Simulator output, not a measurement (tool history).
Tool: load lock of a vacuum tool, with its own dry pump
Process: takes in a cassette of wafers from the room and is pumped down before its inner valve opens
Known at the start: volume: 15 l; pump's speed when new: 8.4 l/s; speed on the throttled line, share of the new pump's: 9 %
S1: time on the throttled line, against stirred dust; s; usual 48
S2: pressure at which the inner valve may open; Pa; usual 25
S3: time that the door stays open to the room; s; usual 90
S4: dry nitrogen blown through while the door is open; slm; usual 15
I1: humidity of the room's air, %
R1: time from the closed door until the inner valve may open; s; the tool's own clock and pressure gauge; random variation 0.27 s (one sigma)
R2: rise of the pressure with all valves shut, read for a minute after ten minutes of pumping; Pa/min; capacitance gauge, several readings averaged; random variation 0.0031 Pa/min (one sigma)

Run 1, hour 0: usual settings; I1 42.3. Result: R1 58.9 s, R2 0.079 Pa/min.
Run 2, hour 70: usual settings but S3 38 s; I1 44.8. Result: R1 59.3 s, R2 0.052 Pa/min.
Run 3, hour 153.9: usual settings but S2 24 Pa; I1 46.7. Result: R1 59.4 s, R2 0.089 Pa/min.
Run 4, hour 231.4: usual settings but S2 24 Pa; I1 46.7. Result: R1 59.5 s, R2 0.083 Pa/min.
Run 5, hour 272.9: usual settings but S2 24 Pa; I1 45.4. Result: R1 59.7 s, R2 0.08 Pa/min.
Run 6, hour 338.8: usual settings but S2 24 Pa, S4 13 slm; I1 41.2. Result: R1 58.9 s, R2 0.077 Pa/min.
Run 7, hour 415.3: usual settings but S1 28 s, S2 24 Pa, S4 13 slm; I1 49.4. Result: R1 41.6 s, R2 0.095 Pa/min.
Run 8, hour 476: usual settings but S1 28 s, S2 24 Pa, S4 13 slm; I1 49.5. Result: R1 41.5 s, R2 0.091 Pa/min.
Run 9, hour 521.2: usual settings but S1 28 s, S2 24 Pa, S4 13 slm; I1 46.8. Result: R1 41.4 s, R2 0.087 Pa/min.
Run 10, hour 560.8: usual settings; I1 43.9. Result: R1 59.1 s, R2 0.079 Pa/min.
Run 11, hour 643.6: usual settings; I1 42.6. Result: R1 59.7 s, R2 0.086 Pa/min.
Run 12, hour 727.3: usual settings; I1 44.6. Result: R1 59.5 s, R2 0.082 Pa/min.
Run 13, hour 812.9: usual settings; I1 47.6. Result: R1 59.6 s, R2 0.089 Pa/min.
Run 14, hour 853.1: usual settings; I1 46. Result: R1 59.6 s, R2 0.086 Pa/min.
Run 15, hour 916.7: usual settings; I1 46. Result: R1 59.3 s, R2 0.085 Pa/min.
Run 16, hour 997.2: usual settings but S4 6 slm; I1 41.6. Result: R1 59.6 s, R2 0.098 Pa/min.
Run 17, hour 1086.8: usual settings; I1 45.4. Result: R1 59.5 s, R2 0.089 Pa/min.
Run 18, hour 1144.2: usual settings but S4 5 slm; I1 45.8. Result: R1 59.3 s, R2 0.111 Pa/min.
Run 19, hour 1233.1: usual settings but S1 37 s; I1 45.6. Result: R1 49.7 s, R2 0.088 Pa/min.
Run 20, hour 1304: usual settings but S1 28 s, S2 37 Pa; I1 47.3. Result: R1 40.6 s, R2 0.095 Pa/min.
Run 21, hour 1390.5: usual settings but S1 63 s, S2 34 Pa; I1 41.9. Result: R1 72.5 s, R2 0.086 Pa/min.
Run 22, hour 1444.6: usual settings but S1 63 s, S2 43 Pa; I1 44.1. Result: R1 72.3 s, R2 0.086 Pa/min.
Run 23, hour 1493.2: usual settings but S1 63 s, S2 43 Pa; I1 41.5. Result: R1 71.4 s, R2 0.086 Pa/min.
Run 24, hour 1568.6: usual settings but S1 63 s, S2 43 Pa; I1 44.8. Result: R1 71.4 s, R2 0.086 Pa/min.
Run 25, hour 1614.5: usual settings but S1 63 s, S2 43 Pa; I1 43.9. Result: R1 72.2 s, R2 0.088 Pa/min.
Run 26, hour 1666.9: usual settings but S2 22 Pa; I1 43.5. Result: R1 59.8 s, R2 0.095 Pa/min.
Run 27, hour 1749: usual settings but S2 22 Pa; I1 44.9. Result: R1 59.6 s, R2 0.095 Pa/min.
Run 28, hour 1795.5: usual settings but S1 44 s, S2 21 Pa; I1 44. Result: R1 56 s, R2 0.096 Pa/min.
Run 29, hour 1857.3: usual settings but S1 33 s, S2 47 Pa, S3 111 s, S4 8 slm; I1 44.7. Result: R1 45.2 s, R2 0.121 Pa/min.
Run 30, hour 1939.6: usual settings but S1 33 s, S2 47 Pa, S3 111 s, S4 8 slm; I1 43.9. Result: R1 44.4 s, R2 0.112 Pa/min.
Run 31, hour 2004: usual settings but S1 65 s, S2 21 Pa, S4 7 slm; I1 43.1. Result: R1 74.9 s, R2 0.112 Pa/min.
Run 32, hour 2073.6: usual settings but S1 65 s, S2 21 Pa, S4 30 slm; I1 48.4. Result: R1 75.8 s, R2 0.078 Pa/min.
Run 33, hour 2137.8: usual settings but S1 82 s, S2 21 Pa, S4 12 slm; I1 42. Result: R1 90.6 s, R2 0.095 Pa/min.
Run 34, hour 2226.1: usual settings but S1 82 s, S2 21 Pa, S3 41 s, S4 26 slm; I1 41.5. Result: R1 90.6 s, R2 0.057 Pa/min.
Run 35, hour 2272.1: usual settings but S1 82 s, S2 21 Pa, S3 41 s, S4 26 slm; I1 45.2. Result: R1 91 s, R2 0.062 Pa/min.
Run 36, hour 2316.7: usual settings but S1 82 s, S2 21 Pa, S3 41 s, S4 26 slm; I1 44.1. Result: R1 91 s, R2 0.061 Pa/min.
Run 37, hour 2360.7: usual settings but S3 94 s, S4 38 slm; I1 43.1. Result: R1 59.5 s, R2 0.076 Pa/min.
Run 38, hour 2431.1: usual settings but S1 64 s; I1 43.9. Result: R1 73.7 s, R2 0.098 Pa/min.

Hidden state or all else? Some run-to-run changes of R1, split into what the settings, what came in and random variation would give without the hidden state, and what is left for the hidden state (with any gauge scatter that isn't in both results):
The hidden state here: pump's speed, % of a new pump's; leak at the door's seal, Pa l/s; drift of the gauge itself on ready_s, %; drift of the gauge itself on rise_pa_min, %.
Run 6 -> 7: S1 48 -> 28. R1 -17.3 s: hidden state +0.2, all else -17.5.
Run 20 -> 21: S1 28 -> 63, S2 37 -> 34. R1 +31.9 s: hidden state -0.2, all else +32.1.
Run 25 -> 26: S1 63 -> 48, S2 43 -> 22. R1 -12.4 s: hidden state +0.3, all else -12.7.
Run 30 -> 31: S1 33 -> 65, S2 47 -> 21, S3 111 -> 90, S4 8 -> 7. R1 +30.5 s: hidden state -0.1, all else +30.6.
Run 36 -> 37: S1 82 -> 48, S2 21 -> 25, S3 41 -> 94, S4 26 -> 38. R1 -31.5 s: hidden state +0.3, all else -31.8.

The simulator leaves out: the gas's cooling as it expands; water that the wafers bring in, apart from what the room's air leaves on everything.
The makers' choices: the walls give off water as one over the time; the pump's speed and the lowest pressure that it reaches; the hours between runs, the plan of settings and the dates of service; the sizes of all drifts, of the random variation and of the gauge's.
